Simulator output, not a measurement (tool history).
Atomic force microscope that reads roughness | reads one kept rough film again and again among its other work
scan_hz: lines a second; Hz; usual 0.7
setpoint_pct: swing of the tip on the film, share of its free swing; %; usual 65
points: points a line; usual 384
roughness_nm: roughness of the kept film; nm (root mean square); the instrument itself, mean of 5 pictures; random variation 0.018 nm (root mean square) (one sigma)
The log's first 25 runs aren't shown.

run,hour,scan_hz,setpoint_pct,points,pictures with this tip,hours of work since the height scale was calibrated,roughness_nm
26,411.7,0.7,65,458,244,484,2.73
27,424.2,2.059,88,494,261,492,2.229
# hour 427.3: height scale calibrated on a step standard
28,446.5,1.51,66,461,291,11,2.462
# hour 459.3: new tip fitted
29,465.1,2.946,63,813,8,22,3.951
30,478.6,0.7,69,504,27,30,3.973
31,493.2,0.853,75,365,47,39,3.688
32,503.9,0.853,59,338,62,45,3.69
33,514.5,1.163,67,384,77,51,3.498
34,533.8,1.163,61,340,104,63,3.311
35,549.1,1.163,61,340,125,72,3.185
# hour 555.1: height scale calibrated on a step standard, once more
36,573.1,1.163,61,340,157,11,3.021
37,591.9,0.7,65,472,183,22,2.923
38,613.2,0.512,65,363,213,34,2.805
39,633.1,0.512,65,363,240,46,2.676
40,654.7,0.512,65,363,271,59,2.558
41,664.4,0.512,65,363,284,64,2.511
# hour 681.5: new tip fitted
42,681.8,0.512,65,363,1,74,4.173
43,695.6,0.512,65,363,20,83,3.962
44,713.7,2.088,59,363,45,93,3.66
45,727.6,2.088,59,363,64,101,3.554
46,745.1,2.441,64,363,89,112,3.27
47,754.8,2.974,65,291,102,117,3.122
48,776.3,0.7,73,384,132,130,3.142

Forecast each of these 5 alternatives for the next run:
A,793.9,0.727,76,535,157,141,?
B,793.9,0.7,76,689,157,141,?
C,793.9,0.7,73,887,157,141,?
D,793.9,0.617,65,334,157,141,?
E,793.9,0.7,81,384,157,141,?

run,roughness_nm
A,3.027
B,3.025
C,3.079
D,3.035
E,2.985
Without the tool's hidden state the same runs would have given:
run,roughness_nm
A,4.281
B,4.277
C,4.351
D,4.295
E,4.218

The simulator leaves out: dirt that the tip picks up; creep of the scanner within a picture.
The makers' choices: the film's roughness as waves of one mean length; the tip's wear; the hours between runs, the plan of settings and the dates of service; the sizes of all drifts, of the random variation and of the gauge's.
